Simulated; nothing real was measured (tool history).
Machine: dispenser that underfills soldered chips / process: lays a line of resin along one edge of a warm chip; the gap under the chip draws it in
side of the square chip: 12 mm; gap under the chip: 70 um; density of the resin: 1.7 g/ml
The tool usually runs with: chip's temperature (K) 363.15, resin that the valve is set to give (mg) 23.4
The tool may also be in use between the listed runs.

run	hour	chip's temperature (K)	resin that the valve is set to give (mg)	time until the resin shows at the far edge (s)	resin that the valve gave (mg)
1	0.0	363.15	23.4	184.0	21.91
# hour 1.1: new syringe of resin
2	3.1	363.15	23.4	132.4	21.66
3	8.2	363.15	23.4	176.4	21.84
# hour 10.5: new syringe of resin
4	13.4	363.15	23.4	137.0	21.70
5	18.9	363.15	23.4	187.8	21.64
# hour 19.5: new syringe of resin
6	23.9	363.15	23.4	146.8	21.66
7	27.9	363.15	23.4	183.1	21.75
# hour 28.5: new syringe of resin
8	32.3	353.15	23.4	191.1	21.46
# hour 36.1: dispensing valve cleaned and set on the balance
9	37.4	353.15	24.6	234.7	24.65
# hour 38.5: new syringe of resin
10	42.3	353.15	24.6	191.1	24.63
11	45.0	353.15	24.6	215.0	24.80
# hour 47.5: new syringe of resin
12	51.2	353.15	21.8	190.8	21.66
13	55.0	352.15	23.6	239.4	23.46
# hour 56.4: new syringe of resin
14	59.4	372.15	20.1	108.1	19.95
15	62.4	372.15	26.0	120.3	25.82
# hour 65.3: new syringe of resin
16	66.7	378.15	30.3	78.7	29.88
17	69.3	378.15	30.3	89.8	29.79
18	73.5	378.15	30.3	114.4	29.75
# hour 74.3: new syringe of resin
19	77.0	370.15	28.2	103.8	27.89

Consider 5 possible next runs. They are alternatives, not a sequence: every one starts from the tool as it was left by run 19. What does each give?
A	82.1	363.15	21.1	?	?
B	82.1	363.15	29.2	?	?
C	82.1	370.15	26.6	?	?
D	82.1	364.15	28.2	?	?
E	82.1	350.15	23.4	?	?

run	time until the resin shows at the far edge (s)	resin that the valve gave (mg)
A	183.8	20.67
B	169.6	28.81
C	143.8	25.95
D	165.4	27.62
E	258.9	22.86
The same runs, with their run-to-run variation unchanged, on a tool lacking any hidden condition would have given:
run	time until the resin shows at the far edge (s)	resin that the valve gave (mg)
A	117.6	21.13
B	109.3	29.45
C	92.6	26.53
D	106.6	28.24
E	166.5	23.37

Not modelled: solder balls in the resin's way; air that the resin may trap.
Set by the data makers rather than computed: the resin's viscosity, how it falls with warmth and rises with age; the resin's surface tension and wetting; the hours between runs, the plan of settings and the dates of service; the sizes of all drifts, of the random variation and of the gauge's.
